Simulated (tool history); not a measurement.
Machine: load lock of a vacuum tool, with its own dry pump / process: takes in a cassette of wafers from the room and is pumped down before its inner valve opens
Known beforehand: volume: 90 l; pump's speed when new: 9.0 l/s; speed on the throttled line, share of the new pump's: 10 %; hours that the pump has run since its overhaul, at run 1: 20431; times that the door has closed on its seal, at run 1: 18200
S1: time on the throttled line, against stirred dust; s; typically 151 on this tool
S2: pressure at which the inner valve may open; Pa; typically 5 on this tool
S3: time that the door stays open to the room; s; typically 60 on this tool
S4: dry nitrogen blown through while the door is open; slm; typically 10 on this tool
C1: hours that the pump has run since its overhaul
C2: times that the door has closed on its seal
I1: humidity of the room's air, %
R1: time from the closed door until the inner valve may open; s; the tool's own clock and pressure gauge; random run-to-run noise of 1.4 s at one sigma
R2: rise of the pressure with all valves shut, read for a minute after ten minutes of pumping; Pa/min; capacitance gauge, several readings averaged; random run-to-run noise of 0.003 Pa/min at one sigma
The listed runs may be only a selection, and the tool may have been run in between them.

{"run": 1, "hour": 0.0, "S1": 151, "S2": 5, "S3": 60, "S4": 10, "C1": 20431, "C2": 18200, "I1": 46.3, "R1": 236.2, "R2": 0.026}
{"run": 2, "hour": 533.8, "S1": 151, "S2": 5, "S3": 98, "S4": 10, "C1": 20965, "C2": 20277, "I1": 43.7, "R1": 236.6, "R2": 0.032}
{"run": 3, "hour": 830.8, "S1": 151, "S2": 5, "S3": 98, "S4": 10, "C1": 21262, "C2": 21432, "I1": 47.4, "R1": 238.2, "R2": 0.036}
{"run": 4, "hour": 1407.3, "S1": 151, "S2": 5, "S3": 98, "S4": 10, "C1": 21838, "C2": 23675, "I1": 46.9, "R1": 235.0, "R2": 0.034}
{"run": 5, "hour": 1710.9, "S1": 151, "S2": 5, "S3": 98, "S4": 10, "C1": 22142, "C2": 24856, "I1": 44.6, "R1": 235.9, "R2": 0.04}
{"run": 6, "hour": 2199.7, "S1": 151, "S2": 5, "S3": 60, "S4": 10, "C1": 22631, "C2": 26758, "I1": 45.7, "R1": 233.0, "R2": 0.029}
{"run": 7, "hour": 2620.4, "S1": 151, "S2": 5, "S3": 60, "S4": 10, "C1": 23052, "C2": 28394, "I1": 45.5, "R1": 237.7, "R2": 0.025}
{"hour": 2955.7, "done": "dry pump taken out, an overhauled one fitted"}
{"run": 8, "hour": 3137.9, "S1": 151, "S2": 5, "S3": 60, "S4": 10, "C1": 182, "C2": 30384, "I1": 45.5, "R1": 237.5, "R2": 0.026}
{"run": 9, "hour": 3735.5, "S1": 151, "S2": 9, "S3": 60, "S4": 10, "C1": 780, "C2": 32709, "I1": 45.1, "R1": 228.7, "R2": 0.026}
{"run": 10, "hour": 4047.7, "S1": 151, "S2": 9, "S3": 60, "S4": 10, "C1": 1092, "C2": 33923, "I1": 43.0, "R1": 230.5, "R2": 0.024}
{"run": 11, "hour": 4459.2, "S1": 151, "S2": 9, "S3": 60, "S4": 10, "C1": 1504, "C2": 35524, "I1": 43.4, "R1": 229.4, "R2": 0.032}
{"run": 12, "hour": 4844.1, "S1": 151, "S2": 5, "S3": 60, "S4": 10, "C1": 1888, "C2": 37022, "I1": 46.0, "R1": 236.6, "R2": 0.021}
{"run": 13, "hour": 5241.8, "S1": 151, "S2": 5, "S3": 60, "S4": 10, "C1": 2286, "C2": 38569, "I1": 44.1, "R1": 237.8, "R2": 0.022}
{"run": 14, "hour": 5659.6, "S1": 124, "S2": 7, "S3": 59, "S4": 19, "C1": 2704, "C2": 40194, "I1": 44.6, "R1": 209.5, "R2": 0.018}
{"run": 15, "hour": 6204.1, "S1": 124, "S2": 7, "S3": 59, "S4": 19, "C1": 3248, "C2": 42312, "I1": 42.8, "R1": 207.7, "R2": 0.02}
{"run": 16, "hour": 6541.3, "S1": 124, "S2": 7, "S3": 59, "S4": 19, "C1": 3586, "C2": 43624, "I1": 40.4, "R1": 208.5, "R2": 0.02}
{"hour": 6726.5, "done": "door's seal changed, seat wiped"}
{"run": 17, "hour": 7100.4, "S1": 151, "S2": 5, "S3": 41, "S4": 36, "C1": 4143, "C2": 1454, "I1": 43.9, "R1": 234.6, "R2": 0.014}
{"run": 18, "hour": 7641.6, "S1": 151, "S2": 5, "S3": 41, "S4": 36, "C1": 4684, "C2": 3560, "I1": 47.2, "R1": 235.8, "R2": 0.008}
{"run": 19, "hour": 7999.2, "S1": 151, "S2": 5, "S3": 41, "S4": 36, "C1": 5042, "C2": 4951, "I1": 44.0, "R1": 237.2, "R2": 0.016}
{"run": 20, "hour": 8364.9, "S1": 221, "S2": 4, "S3": 101, "S4": 30, "C1": 5408, "C2": 6373, "I1": 43.7, "R1": 303.6, "R2": 0.022}
{"run": 21, "hour": 8921.1, "S1": 151, "S2": 5, "S3": 55, "S4": 10, "C1": 5964, "C2": 8537, "I1": 44.0, "R1": 234.7, "R2": 0.021}
{"run": 22, "hour": 9509.9, "S1": 136, "S2": 5, "S3": 55, "S4": 10, "C1": 6553, "C2": 10828, "I1": 44.9, "R1": 221.3, "R2": 0.022}
{"run": 23, "hour": 10095.6, "S1": 151, "S2": 8, "S3": 135, "S4": 10, "C1": 7138, "C2": 13106, "I1": 46.2, "R1": 231.2, "R2": 0.044}
{"run": 24, "hour": 10717.3, "S1": 151, "S2": 6, "S3": 60, "S4": 13, "C1": 7760, "C2": 15525, "I1": 42.9, "R1": 233.7, "R2": 0.022}
{"run": 25, "hour": 11245.4, "S1": 159, "S2": 6, "S3": 176, "S4": 8, "C1": 8288, "C2": 17579, "I1": 47.1, "R1": 239.5, "R2": 0.051}

What if the next run were any one of these 4? Each begins from the tool's condition after run 25:
{"run": "A", "hour": 11706.8, "S1": 151, "S2": 4, "S3": 60, "S4": 8, "C1": 8750, "C2": 19374, "I1": 47.0, "R1": "?", "R2": "?"}
{"run": "B", "hour": 11706.8, "S1": 218, "S2": 7, "S3": 101, "S4": 10, "C1": 8750, "C2": 19374, "I1": 48.2, "R1": "?", "R2": "?"}
{"run": "C", "hour": 11706.8, "S1": 151, "S2": 5, "S3": 60, "S4": 24, "C1": 8750, "C2": 19374, "I1": 42.8, "R1": "?", "R2": "?"}
{"run": "D", "hour": 11706.8, "S1": 266, "S2": 5, "S3": 60, "S4": 10, "C1": 8750, "C2": 19374, "I1": 45.7, "R1": "?", "R2": "?"}

run=A R1=237.6 R2=0.028
run=B R1=293.8 R2=0.037
run=C R1=235.9 R2=0.011
run=D R1=338.1 R2=0.030
Without the tool's hidden state the same runs would have given:
run=A R1=237.6 R2=0.027
run=B R1=293.8 R2=0.036
run=C R1=235.9 R2=0.010
run=D R1=338.0 R2=0.029
